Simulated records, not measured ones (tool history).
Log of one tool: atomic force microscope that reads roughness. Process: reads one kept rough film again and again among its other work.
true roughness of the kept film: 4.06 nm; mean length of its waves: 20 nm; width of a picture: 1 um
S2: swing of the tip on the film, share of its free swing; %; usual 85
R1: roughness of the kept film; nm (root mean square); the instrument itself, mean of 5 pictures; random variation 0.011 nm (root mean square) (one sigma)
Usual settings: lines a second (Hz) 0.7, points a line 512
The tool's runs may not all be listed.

run 1 hour=0 | lines_a_second_(Hz)=0.7 S2=85 points_a_line=512 | R1=2.636
run 2 hour=19.4 | lines_a_second_(Hz)=0.7 S2=85 points_a_line=512 | R1=2.65
run 3 hour=33 | lines_a_second_(Hz)=0.7 S2=85 points_a_line=787 | R1=2.623
run 4 hour=51.8 | lines_a_second_(Hz)=0.7 S2=58 points_a_line=512 | R1=2.818
run 5 hour=70.6 | lines_a_second_(Hz)=0.7 S2=60 points_a_line=512 | R1=2.794
run 6 hour=82 | lines_a_second_(Hz)=0.7 S2=85 points_a_line=512 | R1=2.615
run 7 hour=97.7 | lines_a_second_(Hz)=0.7 S2=85 points_a_line=512 | R1=2.617
run 8 hour=113.2 | lines_a_second_(Hz)=0.7 S2=85 points_a_line=512 | R1=2.627
run 9 hour=125.2 | lines_a_second_(Hz)=0.7 S2=83 points_a_line=512 | R1=2.646
run 10 hour=141.9 | lines_a_second_(Hz)=0.7 S2=63 points_a_line=512 | R1=2.788
run 11 hour=153.7 | lines_a_second_(Hz)=0.7 S2=63 points_a_line=512 | R1=2.787
run 12 hour=165.9 | lines_a_second_(Hz)=0.7 S2=85 points_a_line=512 | R1=2.636
run 13 hour=181 | lines_a_second_(Hz)=0.7 S2=85 points_a_line=512 | R1=2.632
run 14 hour=201.8 | lines_a_second_(Hz)=0.7 S2=85 points_a_line=512 | R1=2.636
run 15 hour=212.8 | lines_a_second_(Hz)=0.7 S2=85 points_a_line=512 | R1=2.635
run 16 hour=227.8 | lines_a_second_(Hz)=0.7 S2=85 points_a_line=477 | R1=2.614
run 17 hour=236.9 | lines_a_second_(Hz)=2.752 S2=89 points_a_line=395 | R1=1.989
run 18 hour=249.9 | lines_a_second_(Hz)=0.516 S2=85 points_a_line=512 | R1=2.679
run 19 hour=262.6 | lines_a_second_(Hz)=2.363 S2=85 points_a_line=512 | R1=2.194
run 20 hour=284.4 | lines_a_second_(Hz)=3.437 S2=90 points_a_line=515 | R1=1.833
run 21 hour=304.4 | lines_a_second_(Hz)=3.293 S2=61 points_a_line=271 | R1=2.519
run 22 hour=315.9 | lines_a_second_(Hz)=0.913 S2=72 points_a_line=1016 | R1=2.732
run 23 hour=337.2 | lines_a_second_(Hz)=2.514 S2=87 points_a_line=896 | R1=2.126
run 24 hour=349.8 | lines_a_second_(Hz)=0.651 S2=82 points_a_line=539 | R1=2.657
run 25 hour=368.4 | lines_a_second_(Hz)=0.602 S2=60 points_a_line=375 | R1=2.787
run 26 hour=378.3 | lines_a_second_(Hz)=0.602 S2=60 points_a_line=375 | R1=2.796
run 27 hour=395.1 | lines_a_second_(Hz)=2.832 S2=85 points_a_line=355 | R1=2.076
run 28 hour=416.4 | lines_a_second_(Hz)=3.523 S2=57 points_a_line=620 | R1=2.619
run 29 hour=435.7 | lines_a_second_(Hz)=0.73 S2=63 points_a_line=270 | R1=2.728
run 30 hour=449.2 | lines_a_second_(Hz)=1.625 S2=85 points_a_line=765 | R1=2.372
run 31 hour=469.4 | lines_a_second_(Hz)=1.625 S2=85 points_a_line=765 | R1=2.379

Not shown: 3 entries that the log had between the listed runs. Between which runs, and how does the tool's hidden state differ before and after?
Between runs 3 and 4: new tip fitted (hour 46)
  radius of the tip, nm: 10.1 -> 10
Between runs 13 and 14: new tip fitted (hour 188.7)
  radius of the tip, nm: 10.1 -> 10
Between runs 22 and 23: new tip fitted (hour 330.5)
  radius of the tip, nm: 10.1 -> 10
